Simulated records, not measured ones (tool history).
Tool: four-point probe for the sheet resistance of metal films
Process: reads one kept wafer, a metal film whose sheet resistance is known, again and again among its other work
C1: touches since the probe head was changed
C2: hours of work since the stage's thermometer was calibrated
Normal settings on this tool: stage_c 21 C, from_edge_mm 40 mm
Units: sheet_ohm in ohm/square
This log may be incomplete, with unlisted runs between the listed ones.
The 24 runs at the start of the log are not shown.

{"run": 25, "hour": 681.9, "stage_c": 27, "from_edge_mm": 13, "C1": 30722, "C2": 739, "sheet_ohm": 1.438604}
{"run": 26, "hour": 720.2, "stage_c": 27, "from_edge_mm": 13, "C1": 32118, "C2": 760, "sheet_ohm": 1.439158}
{"run": 27, "hour": 738.3, "stage_c": 28, "from_edge_mm": 4, "C1": 32776, "C2": 770, "sheet_ohm": 1.450209}
{"run": 28, "hour": 768.6, "stage_c": 21, "from_edge_mm": 66, "C1": 33879, "C2": 787, "sheet_ohm": 1.432538}
{"run": 29, "hour": 791.3, "stage_c": 22, "from_edge_mm": 61, "C1": 34708, "C2": 800, "sheet_ohm": 1.433198}
{"run": 30, "hour": 808.0, "stage_c": 33, "from_edge_mm": 39, "C1": 35315, "C2": 809, "sheet_ohm": 1.443501}
{"run": 31, "hour": 828.3, "stage_c": 23, "from_edge_mm": 4, "C1": 36055, "C2": 820, "sheet_ohm": 1.446023}
{"run": 32, "hour": 861.3, "stage_c": 23, "from_edge_mm": 4, "C1": 37255, "C2": 839, "sheet_ohm": 1.446135}
{"run": 33, "hour": 890.5, "stage_c": 23, "from_edge_mm": 4, "C1": 38319, "C2": 855, "sheet_ohm": 1.446284}
{"run": 34, "hour": 929.9, "stage_c": 23, "from_edge_mm": 4, "C1": 39752, "C2": 877, "sheet_ohm": 1.4461}

Alternative continuations, all from the tool just after run 34; predict every row:
{"run": "A", "hour": 947.5, "stage_c": 21, "from_edge_mm": 42, "C1": 40394, "C2": 887, "sheet_ohm": "?"}
{"run": "B", "hour": 947.5, "stage_c": 35, "from_edge_mm": 4, "C1": 40394, "C2": 887, "sheet_ohm": "?"}
{"run": "C", "hour": 947.5, "stage_c": 23, "from_edge_mm": 21, "C1": 40394, "C2": 887, "sheet_ohm": "?"}

run=A sheet_ohm=1.432462
run=B sheet_ohm=1.456130
run=C sheet_ohm=1.434765
What these runs would have given with no unlogged condition in the tool:
run=A sheet_ohm=1.432650
run=B sheet_ohm=1.456321
run=C sheet_ohm=1.434953
